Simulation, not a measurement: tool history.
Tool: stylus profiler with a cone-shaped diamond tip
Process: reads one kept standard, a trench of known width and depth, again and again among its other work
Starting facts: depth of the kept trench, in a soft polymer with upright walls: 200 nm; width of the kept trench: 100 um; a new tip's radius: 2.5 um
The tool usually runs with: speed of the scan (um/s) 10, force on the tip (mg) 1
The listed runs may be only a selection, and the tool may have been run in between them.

| run | hour | speed of the scan (um/s) | force on the tip (mg) | depth of the trench (Å) | width of the trench's floor (nm) |
|---|---|---|---|---|---|
| 1 | 0 | 10 | 1 | 2012.2 | 97980 |
| 2 | 49.1 | 10 | 1 | 2013.4 | 98090 |
| 3 | 79.2 | 10 | 1 | 2014.6 | 98040 |
| 4 | 100.3 | 10 | 1 | 2012.9 | 98040 |
| 5 | 140.8 | 10 | 1 | 2013.2 | 98010 |
| 6 | 190.1 | 4 | 1 | 2013.1 | 97970 |
| 7 | 239.2 | 4 | 1 | 2013.7 | 97980 |
| 8 | 259.9 | 10 | 1 | 2014.3 | 97980 |
| 9 | 307.3 | 5 | 1 | 2013.6 | 98000 |
| 10 | 339 | 10 | 1 | 2012.4 | 98020 |
| 11 | 383.7 | 10 | 1 | 2012.8 | 98030 |
| 12 | 413.3 | 10 | 1 | 2013.5 | 98040 |
| 13 | 446.7 | 24 | 1 | 2013.8 | 98030 |
| 14 | 494.2 | 7 | 1 | 2011.8 | 98020 |
| 15 | 541 | 7 | 1 | 2013.4 | 98010 |
| 16 | 570 | 7 | 1 | 2013.6 | 98040 |
| 17 | 600.4 | 33 | 1 | 2013.2 | 97950 |
| 18 | 631.1 | 4 | 1 | 2013.5 | 98010 |
| 19 | 678.5 | 4 | 1 | 2014.4 | 98010 |
| 20 | 708.8 | 4 | 0.49 | 2008.9 | 98040 |
| 21 | 743.8 | 4 | 0.49 | 2009.4 | 98010 |
| 22 | 785.1 | 5 | 1 | 2015 | 98020 |
| 23 | 806 | 5 | 1 | 2012.9 | 98020 |
| 24 | 851.9 | 5 | 1 | 2012.8 | 97970 |
| 25 | 895.8 | 14 | 2.22 | 2022.9 | 98050 |
| 26 | 933.1 | 3 | 0.96 | 2012.2 | 98030 |
| 27 | 956.6 | 2 | 1 | 2012.7 | 98010 |
| 28 | 981.4 | 10 | 0.63 | 2010.2 | 98020 |
| 29 | 1008.9 | 10 | 0.63 | 2011.5 | 98040 |
| 30 | 1054.1 | 13 | 2.5 | 2024.2 | 98030 |
| 31 | 1078.9 | 13 | 2.5 | 2024.4 | 97960 |
| 32 | 1099.6 | 5 | 0.71 | 2012.8 | 98030 |
| 33 | 1125.1 | 5 | 0.35 | 2005.8 | 98010 |
| 34 | 1153.5 | 34 | 2.44 | 2022.9 | 97970 |
| 35 | 1174.8 | 2 | 0.38 | 2006.4 | 98070 |
| 36 | 1214.2 | 7 | 1.9 | 2020.6 | 98020 |
| 37 | 1255.1 | 11 | 2.54 | 2024 | 98030 |
| 38 | 1291.5 | 11 | 2.54 | 2024.9 | 98030 |
| 39 | 1329 | 7 | 1 | 2013.1 | 98000 |
| 40 | 1367.9 | 12 | 0.98 | 2011.9 | 98010 |
| 41 | 1399.4 | 5 | 1.88 | 2020.2 | 98020 |
| 42 | 1436.1 | 19 | 0.41 | 2007 | 97950 |
| 43 | 1483 | 5 | 2.79 | 2026.1 | 98020 |
| 44 | 1524 | 8 | 0.71 | 2011.5 | 98040 |
| 45 | 1544.8 | 24 | 1 | 2012.6 | 98000 |
| 46 | 1583.7 | 14 | 2.48 | 2024 | 98010 |
| 47 | 1609.1 | 14 | 2.48 | 2024.7 | 97980 |
| 48 | 1642.3 | 14 | 2.48 | 2024.8 | 97980 |

3 ways to go on from here, each from the tool as it stands after run 48. What would each give?
| A | 1667.2 | 13 | 2 | ? | ? |
| B | 1667.2 | 14 | 0.42 | ? | ? |
| C | 1667.2 | 31 | 0.43 | ? | ? |

| run | depth of the trench (Å) | width of the trench's floor (nm) |
|---|---|---|
| A | 2022 | 98060 |
| B | 2006.8 | 97990 |
| C | 2007.2 | 97860 |
Had the tool no hidden state, the same runs would have come out as:
| run | depth of the trench (Å) | width of the trench's floor (nm) |
|---|---|---|
| A | 2021.9 | 98060 |
| B | 2006.7 | 98000 |
| C | 2007.1 | 97870 |
